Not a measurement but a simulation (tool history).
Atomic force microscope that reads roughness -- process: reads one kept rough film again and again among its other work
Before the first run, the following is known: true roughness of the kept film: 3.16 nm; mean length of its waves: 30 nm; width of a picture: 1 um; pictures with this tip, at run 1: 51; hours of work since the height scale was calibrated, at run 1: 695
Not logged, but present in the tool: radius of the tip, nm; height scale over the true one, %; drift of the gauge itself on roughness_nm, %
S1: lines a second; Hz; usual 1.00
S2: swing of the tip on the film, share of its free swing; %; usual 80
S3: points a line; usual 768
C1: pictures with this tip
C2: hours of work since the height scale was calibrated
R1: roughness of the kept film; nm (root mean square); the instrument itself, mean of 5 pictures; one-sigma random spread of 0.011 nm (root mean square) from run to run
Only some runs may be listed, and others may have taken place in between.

{"run": 1, "hour": 0.0, "S1": 1.0, "S2": 80, "S3": 768, "C1": 51, "C2": 695, "R1": 2.244}
{"hour": 17.4, "done": "new tip fitted"}
{"run": 2, "hour": 26.4, "S1": 1.0, "S2": 80, "S3": 768, "C1": 18, "C2": 713, "R1": 2.496}
{"hour": 61.0, "done": "new tip fitted"}
{"run": 3, "hour": 64.0, "S1": 3.37, "S2": 80, "S3": 768, "C1": 7, "C2": 739, "R1": 2.217}
{"run": 4, "hour": 97.9, "S1": 3.37, "S2": 80, "S3": 768, "C1": 76, "C2": 763, "R1": 1.753}
{"hour": 104.2, "done": "new tip fitted"}
{"run": 5, "hour": 130.7, "S1": 3.37, "S2": 80, "S3": 768, "C1": 55, "C2": 786, "R1": 1.868}
{"hour": 145.7, "done": "new tip fitted"}
{"run": 6, "hour": 163.4, "S1": 1.0, "S2": 63, "S3": 768, "C1": 37, "C2": 809, "R1": 2.455}
{"hour": 167.4, "done": "height scale calibrated on a step standard"}
{"hour": 189.4, "done": "new tip fitted"}
{"run": 7, "hour": 202.2, "S1": 1.0, "S2": 63, "S3": 583, "C1": 26, "C2": 24, "R1": 2.548}
{"hour": 231.7, "done": "new tip fitted"}
{"run": 8, "hour": 248.0, "S1": 1.0, "S2": 63, "S3": 583, "C1": 33, "C2": 56, "R1": 2.487}
{"hour": 274.0, "done": "new tip fitted"}
{"run": 9, "hour": 292.5, "S1": 1.0, "S2": 80, "S3": 768, "C1": 38, "C2": 87, "R1": 2.354}
{"hour": 317.8, "done": "new tip fitted"}
{"run": 10, "hour": 333.8, "S1": 1.0, "S2": 80, "S3": 924, "C1": 33, "C2": 116, "R1": 2.341}
{"hour": 360.0, "done": "new tip fitted"}
{"run": 11, "hour": 362.8, "S1": 1.0, "S2": 80, "S3": 924, "C1": 6, "C2": 136, "R1": 2.627}
{"run": 12, "hour": 390.7, "S1": 1.0, "S2": 87, "S3": 677, "C1": 63, "C2": 156, "R1": 2.064}
{"hour": 402.2, "done": "height scale calibrated on a step standard, once more"}
{"hour": 402.7, "done": "new tip fitted"}
{"run": 13, "hour": 430.8, "S1": 1.03, "S2": 76, "S3": 476, "C1": 57, "C2": 20, "R1": 2.187}
{"hour": 445.8, "done": "new tip fitted"}
{"run": 14, "hour": 464.5, "S1": 3.04, "S2": 80, "S3": 403, "C1": 39, "C2": 43, "R1": 1.985}
{"hour": 487.3, "done": "new tip fitted"}
{"run": 15, "hour": 496.4, "S1": 3.4, "S2": 80, "S3": 374, "C1": 19, "C2": 65, "R1": 2.087}
{"run": 16, "hour": 519.6, "S1": 3.88, "S2": 78, "S3": 983, "C1": 67, "C2": 82, "R1": 1.775}
{"hour": 532.0, "done": "new tip fitted"}
{"run": 17, "hour": 544.8, "S1": 3.88, "S2": 78, "S3": 983, "C1": 26, "C2": 99, "R1": 2.03}
{"hour": 574.2, "done": "new tip fitted"}
{"run": 18, "hour": 574.2, "S1": 0.67, "S2": 65, "S3": 768, "C1": 0, "C2": 119, "R1": 2.797}
{"run": 19, "hour": 600.1, "S1": 0.67, "S2": 65, "S3": 768, "C1": 53, "C2": 138, "R1": 2.335}

Each row is a separate what-if for the run after 19, all from the same tool condition, not one after another. Results?
{"hour": 616.7, "done": "new tip fitted"}
{"run": "A", "hour": 637.4, "S1": 0.67, "S2": 58, "S3": 768, "C1": 43, "C2": 164, "R1": "?"}
{"hour": 616.7, "done": "new tip fitted"}
{"run": "B", "hour": 637.4, "S1": 1.0, "S2": 74, "S3": 768, "C1": 43, "C2": 164, "R1": "?"}
{"hour": 616.7, "done": "new tip fitted"}
{"run": "C", "hour": 637.4, "S1": 0.67, "S2": 81, "S3": 728, "C1": 43, "C2": 164, "R1": "?"}
{"hour": 616.7, "done": "new tip fitted"}
{"run": "D", "hour": 637.4, "S1": 1.4, "S2": 58, "S3": 336, "C1": 43, "C2": 164, "R1": "?"}
{"hour": 616.7, "done": "new tip fitted"}
{"run": "E", "hour": 637.4, "S1": 0.97, "S2": 73, "S3": 817, "C1": 43, "C2": 164, "R1": "?"}

run=A R1=2.414
run=B R1=2.310
run=C R1=2.313
run=D R1=2.361
run=E R1=2.332
Had the tool no hidden state, the same runs would have come out as:
run=A R1=2.836
run=B R1=2.714
run=C R1=2.718
run=D R1=2.773
run=E R1=2.739

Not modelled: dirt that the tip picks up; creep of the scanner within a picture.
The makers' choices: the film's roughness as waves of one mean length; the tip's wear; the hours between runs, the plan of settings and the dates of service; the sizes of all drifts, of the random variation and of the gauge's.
